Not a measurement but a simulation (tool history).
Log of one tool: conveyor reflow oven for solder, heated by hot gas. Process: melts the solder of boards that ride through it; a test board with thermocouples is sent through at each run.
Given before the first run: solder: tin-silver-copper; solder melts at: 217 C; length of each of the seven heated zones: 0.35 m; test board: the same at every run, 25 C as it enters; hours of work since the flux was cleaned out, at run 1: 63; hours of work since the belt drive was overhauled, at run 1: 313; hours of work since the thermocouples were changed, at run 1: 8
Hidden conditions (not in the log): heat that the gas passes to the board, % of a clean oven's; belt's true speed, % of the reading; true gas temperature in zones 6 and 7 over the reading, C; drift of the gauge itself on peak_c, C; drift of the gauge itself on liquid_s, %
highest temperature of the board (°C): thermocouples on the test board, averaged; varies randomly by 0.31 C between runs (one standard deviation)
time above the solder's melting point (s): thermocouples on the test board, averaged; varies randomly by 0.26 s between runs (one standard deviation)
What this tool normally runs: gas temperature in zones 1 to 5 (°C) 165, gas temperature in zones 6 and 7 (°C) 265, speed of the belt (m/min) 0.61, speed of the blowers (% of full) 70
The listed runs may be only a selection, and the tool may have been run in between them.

run	hour	gas temperature in zones 1 to 5 (°C)	gas temperature in zones 6 and 7 (°C)	speed of the belt (m/min)	speed of the blowers (% of full)	hours of work since the flux was cleaned out	hours of work since the belt drive was overhauled	hours of work since the thermocouples were changed	highest temperature of the board (°C)	time above the solder's melting point (s)
1	0	165	265	0.61	70	63	313	8	251.4	49.2
2	48.7	165	265	0.61	90	89	339	34	253.8	51.9
3	89.3	165	265	0.61	70	111	361	56	251.2	49.6
4	123.6	151	265	0.61	70	130	380	75	249.2	44.6
5	177.9	165	265	0.61	70	159	409	104	250.5	49.4
6	239.5	165	265	0.61	70	192	442	137	251.5	48.8
7	269.8	165	265	0.61	60	208	459	154	248.9	47.4
# hour 299.3: flux residue cleaned out of gas plates and filters
8	312.9	157	265	0.61	70	7	479	174	250.4	46.8
9	363.7	177	265	0.61	70	35	507	202	252.4	54.7
# hour 373.4: belt drive overhauled, speed set with a stopwatch
10	435.4	177	265	0.61	70	71	33	238	253.4	54.3
11	470.3	177	275	0.61	70	90	52	257	261.7	59.5
12	534.8	165	265	0.586	70	125	87	292	252	52.6
13	586.4	165	265	0.61	70	153	115	320	250.4	49.3
14	643.3	161	265	0.61	70	184	146	350	249.6	48.1
# hour 715.9: flux residue cleaned out of gas plates and filters
15	715.9	161	265	0.61	70	0	182	387	250.8	48.5
16	762.2	161	265	0.61	70	25	207	412	250.4	48.1
# hour 782.9: belt drive overhauled, speed set with a stopwatch, once more
17	818.5	165	265	0.567	51	53	19	440	249.1	51.1
18	882.2	165	265	0.567	51	88	54	475	248.4	51.1
19	915	165	265	0.567	82	105	71	492	252.8	55.6
20	976.5	165	265	0.567	82	139	105	526	253.1	55.2
21	1028.2	165	279	0.61	55	167	133	553	259	53.5
22	1064.9	165	279	0.584	69	186	152	573	263.1	58.8
23	1107.2	165	279	0.584	69	209	175	596	263	58.6
# hour 1135.6: flux residue cleaned out of gas plates and filters
24	1174.9	157	265	0.58	70	21	209	630	249.7	49.7
25	1238	157	265	0.69	53	55	243	664	240.9	32.4
26	1305.6	165	274	0.572	58	92	280	701	257.4	56.9
27	1363.2	165	265	0.703	70	123	311	732	244.4	37.2

Here are 4 independent what-if runs from the current tool condition. What would each one return?
A	1422.4	155	265	0.61	74	155	343	764	?	?
B	1422.4	165	265	0.61	65	155	343	764	?	?
C	1422.4	159	272	0.61	78	155	343	764	?	?
D	1422.4	165	256	0.573	70	155	343	764	?	?

run	highest temperature of the board (°C)	time above the solder's melting point (s)
A	248.5	44.2
B	247.5	47.3
C	255.7	50.7
D	242.4	46.6
The same runs, with their run-to-run variation unchanged, on a tool lacking any hidden condition would have given:
run	highest temperature of the board (°C)	time above the solder's melting point (s)
A	251.4	46
B	250.3	48.9
C	258.6	52
D	245.2	48.7

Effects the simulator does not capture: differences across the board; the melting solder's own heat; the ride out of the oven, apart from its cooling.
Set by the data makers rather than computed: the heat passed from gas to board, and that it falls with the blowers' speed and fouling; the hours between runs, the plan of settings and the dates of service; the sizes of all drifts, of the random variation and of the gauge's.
